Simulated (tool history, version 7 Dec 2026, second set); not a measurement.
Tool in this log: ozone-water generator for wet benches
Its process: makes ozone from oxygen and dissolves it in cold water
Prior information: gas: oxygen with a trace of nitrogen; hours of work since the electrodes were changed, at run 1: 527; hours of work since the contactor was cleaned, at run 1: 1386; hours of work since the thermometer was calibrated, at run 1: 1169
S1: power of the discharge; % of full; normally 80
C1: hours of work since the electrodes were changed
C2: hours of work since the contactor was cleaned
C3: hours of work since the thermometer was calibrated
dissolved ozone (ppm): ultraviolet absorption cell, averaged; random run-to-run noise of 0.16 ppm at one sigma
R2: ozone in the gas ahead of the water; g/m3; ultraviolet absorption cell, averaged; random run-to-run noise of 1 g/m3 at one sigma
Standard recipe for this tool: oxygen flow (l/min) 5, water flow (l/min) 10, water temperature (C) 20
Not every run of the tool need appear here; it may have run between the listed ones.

{"run": 1, "hour": 0.0, "S1": 80, "oxygen flow (l/min)": 5, "water flow (l/min)": 10, "water temperature (C)": 20, "C1": 527, "C2": 1386, "C3": 1169, "dissolved ozone (ppm)": 21.1, "R2": 174}
{"run": 2, "hour": 174.3, "S1": 80, "oxygen flow (l/min)": 5, "water flow (l/min)": 10, "water temperature (C)": 20, "C1": 676, "C2": 1535, "C3": 1317, "dissolved ozone (ppm)": 21.1, "R2": 173.3}
{"run": 3, "hour": 277.9, "S1": 80, "oxygen flow (l/min)": 5, "water flow (l/min)": 10, "water temperature (C)": 20, "C1": 764, "C2": 1624, "C3": 1406, "dissolved ozone (ppm)": 21.1, "R2": 176.4}
{"run": 4, "hour": 384.5, "S1": 80, "oxygen flow (l/min)": 5, "water flow (l/min)": 13, "water temperature (C)": 20, "C1": 856, "C2": 1715, "C3": 1497, "dissolved ozone (ppm)": 16.9, "R2": 174.4}
{"run": 5, "hour": 498.3, "S1": 80, "oxygen flow (l/min)": 5, "water flow (l/min)": 12, "water temperature (C)": 20, "C1": 953, "C2": 1812, "C3": 1594, "dissolved ozone (ppm)": 18.2, "R2": 175.9}
{"run": 6, "hour": 677.4, "S1": 80, "oxygen flow (l/min)": 5, "water flow (l/min)": 10, "water temperature (C)": 20, "C1": 1106, "C2": 1965, "C3": 1747, "dissolved ozone (ppm)": 21.2, "R2": 175.5}
{"run": 7, "hour": 859.4, "S1": 80, "oxygen flow (l/min)": 5, "water flow (l/min)": 10, "water temperature (C)": 20, "C1": 1261, "C2": 2120, "C3": 1903, "dissolved ozone (ppm)": 21, "R2": 173.7}
{"run": 8, "hour": 977.5, "S1": 80, "oxygen flow (l/min)": 5, "water flow (l/min)": 10, "water temperature (C)": 20, "C1": 1362, "C2": 2221, "C3": 2003, "dissolved ozone (ppm)": 20.9, "R2": 172.4}
{"run": 9, "hour": 1075.0, "S1": 80, "oxygen flow (l/min)": 5, "water flow (l/min)": 10, "water temperature (C)": 20, "C1": 1445, "C2": 2304, "C3": 2087, "dissolved ozone (ppm)": 21, "R2": 173.9}
{"run": 10, "hour": 1225.6, "S1": 80, "oxygen flow (l/min)": 5, "water flow (l/min)": 10, "water temperature (C)": 20, "C1": 1574, "C2": 2433, "C3": 2215, "dissolved ozone (ppm)": 21, "R2": 173.4}
{"run": 11, "hour": 1331.9, "S1": 80, "oxygen flow (l/min)": 5, "water flow (l/min)": 10, "water temperature (C)": 20, "C1": 1665, "C2": 2524, "C3": 2306, "dissolved ozone (ppm)": 20.8, "R2": 173.6}
{"run": 12, "hour": 1446.4, "S1": 80, "oxygen flow (l/min)": 5, "water flow (l/min)": 10, "water temperature (C)": 20, "C1": 1763, "C2": 2622, "C3": 2404, "dissolved ozone (ppm)": 20.7, "R2": 172.5}
{"run": 13, "hour": 1538.3, "S1": 80, "oxygen flow (l/min)": 8.37, "water flow (l/min)": 10, "water temperature (C)": 20, "C1": 1841, "C2": 2700, "C3": 2482, "dissolved ozone (ppm)": 20, "R2": 140.4}
{"run": 14, "hour": 1617.3, "S1": 80, "oxygen flow (l/min)": 8.37, "water flow (l/min)": 10, "water temperature (C)": 20, "C1": 1909, "C2": 2768, "C3": 2550, "dissolved ozone (ppm)": 20, "R2": 140.7}
{"run": 15, "hour": 1779.9, "S1": 80, "oxygen flow (l/min)": 8.37, "water flow (l/min)": 10, "water temperature (C)": 20, "C1": 2047, "C2": 2907, "C3": 2689, "dissolved ozone (ppm)": 19.8, "R2": 141.6}
{"hour": 1842.7, "done": "water thermometer calibrated"}
{"run": 16, "hour": 1877.3, "S1": 80, "oxygen flow (l/min)": 8.37, "water flow (l/min)": 10, "water temperature (C)": 20, "C1": 2130, "C2": 2989, "C3": 30, "dissolved ozone (ppm)": 19.6, "R2": 141.1}
{"run": 17, "hour": 1989.7, "S1": 80, "oxygen flow (l/min)": 8.37, "water flow (l/min)": 10, "water temperature (C)": 20, "C1": 2226, "C2": 3085, "C3": 126, "dissolved ozone (ppm)": 20.1, "R2": 141.3}
{"run": 18, "hour": 2137.1, "S1": 49, "oxygen flow (l/min)": 5.73, "water flow (l/min)": 16, "water temperature (C)": 21, "C1": 2352, "C2": 3211, "C3": 251, "dissolved ozone (ppm)": 9.4, "R2": 116.7}
{"run": 19, "hour": 2323.5, "S1": 80, "oxygen flow (l/min)": 5, "water flow (l/min)": 6, "water temperature (C)": 19, "C1": 2511, "C2": 3370, "C3": 411, "dissolved ozone (ppm)": 29.9, "R2": 170.4}
{"run": 20, "hour": 2474.1, "S1": 80, "oxygen flow (l/min)": 5, "water flow (l/min)": 6, "water temperature (C)": 19, "C1": 2640, "C2": 3499, "C3": 539, "dissolved ozone (ppm)": 30, "R2": 171.3}

Run 21 is up next; what results do you expect?
{"run": 21, "hour": 2554.2, "S1": 80, "oxygen flow (l/min)": 5, "water flow (l/min)": 6, "water temperature (C)": 19, "C1": 2708, "C2": 3567, "C3": 608, "dissolved ozone (ppm)": "?", "R2": "?"}

{"run 21": {"dissolved ozone (ppm)": 29.9, "R2": 170.9}}
Without the tool's hidden state the same run would have given dissolved ozone (ppm) 31.8, R2 175.8 g/m3.
